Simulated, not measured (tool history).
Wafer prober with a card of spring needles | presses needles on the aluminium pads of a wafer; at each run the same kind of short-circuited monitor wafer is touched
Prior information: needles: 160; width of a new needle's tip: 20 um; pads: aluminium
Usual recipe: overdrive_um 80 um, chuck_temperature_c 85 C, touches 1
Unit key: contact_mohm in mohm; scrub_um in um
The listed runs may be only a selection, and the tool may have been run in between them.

run,hour,overdrive_um,chuck_temperature_c,touches,contact_mohm,scrub_um
1,0.0,80,85,1,225,10.09
2,37.7,80,85,1,230,10.06
# hour 48.5: tips cleaned on abrasive film
# hour 94.3: tips cleaned on abrasive film
3,106.7,80,85,1,233,10.11
# hour 145.1: tips cleaned on abrasive film
4,145.1,80,85,1,230,10.09
# hour 196.8: tips cleaned on abrasive film
5,228.2,80,85,1,229,10.10
# hour 243.4: tips cleaned on abrasive film
6,285.4,80,85,1,227,10.09
# hour 291.5: tips cleaned on abrasive film
# hour 339.0: tips cleaned on abrasive film
7,339.0,80,85,1,228,10.13
# hour 384.8: tips cleaned on abrasive film
8,421.1,80,85,1,230,10.22
# hour 433.0: tips cleaned on abrasive film
9,477.5,80,85,1,230,10.14
# hour 483.7: tips cleaned on abrasive film
# hour 496.1: height of the first contact set anew
# hour 532.2: tips cleaned on abrasive film
10,558.3,80,85,1,231,10.17
# hour 582.2: tips cleaned on abrasive film
11,602.7,80,85,1,228,10.14
# hour 630.5: tips cleaned on abrasive film
12,667.4,80,85,1,231,10.17
# hour 680.8: tips cleaned on abrasive film
13,709.1,80,85,1,229,10.18
# hour 726.5: tips cleaned on abrasive film
14,753.0,80,85,1,226,10.18
# hour 774.5: tips cleaned on abrasive film
15,790.1,80,85,1,231,10.19
# hour 822.4: tips cleaned on abrasive film
16,826.7,80,85,1,225,10.25
# hour 869.0: tips cleaned on abrasive film
17,890.0,97,44,2,216,12.44
# hour 916.4: tips cleaned on abrasive film
18,959.2,90,85,2,227,11.50
# hour 964.4: tips cleaned on abrasive film
# hour 1012.6: tips cleaned on abrasive film
19,1026.4,81,85,2,227,10.40
# hour 1062.4: tips cleaned on abrasive film
# hour 1108.8: tips cleaned on abrasive film
20,1110.2,81,85,2,229,10.38
# hour 1159.9: tips cleaned on abrasive film
21,1166.0,81,85,2,229,10.41
# hour 1206.0: tips cleaned on abrasive film
22,1223.8,81,85,2,229,10.43
# hour 1253.5: tips cleaned on abrasive film
23,1257.8,80,85,2,231,10.29
# hour 1303.7: gauge calibrated
# hour 1303.8: tips cleaned on abrasive film
24,1311.0,80,85,2,229,10.06
25,1347.1,87,30,2,218,10.93
# hour 1350.9: tips cleaned on abrasive film
# hour 1398.1: tips cleaned on abrasive film
26,1425.0,74,85,2,227,9.30
# hour 1449.3: tips cleaned on abrasive film
27,1479.7,74,85,2,226,9.31
# hour 1497.1: tips cleaned on abrasive film
# hour 1544.1: tips cleaned on abrasive film
28,1552.2,74,85,2,233,9.30
# hour 1593.3: tips cleaned on abrasive film
29,1613.5,81,117,3,237,10.25
# hour 1639.0: tips cleaned on abrasive film
30,1682.0,81,117,3,235,10.28
# hour 1686.2: tips cleaned on abrasive film
# hour 1732.6: tips cleaned on abrasive film
31,1764.9,81,117,3,235,10.26

Here are 4 independent what-if runs from the current tool condition. What would each one return?
# hour 1780.6: tips cleaned on abrasive film
A,1801.7,81,86,1,?,?
# hour 1780.6: tips cleaned on abrasive film
B,1801.7,81,28,3,?,?
# hour 1780.6: tips cleaned on abrasive film
C,1801.7,97,105,3,?,?
# hour 1780.6: tips cleaned on abrasive film
D,1801.7,81,95,3,?,?

run,contact_mohm,scrub_um
A,229,10.25
B,214,10.25
C,233,12.32
D,230,10.27
The same runs, with their run-to-run variation unchanged, on a tool lacking any hidden condition would have given:
run,contact_mohm,scrub_um
A,229,10.15
B,214,10.15
C,233,12.20
D,230,10.17
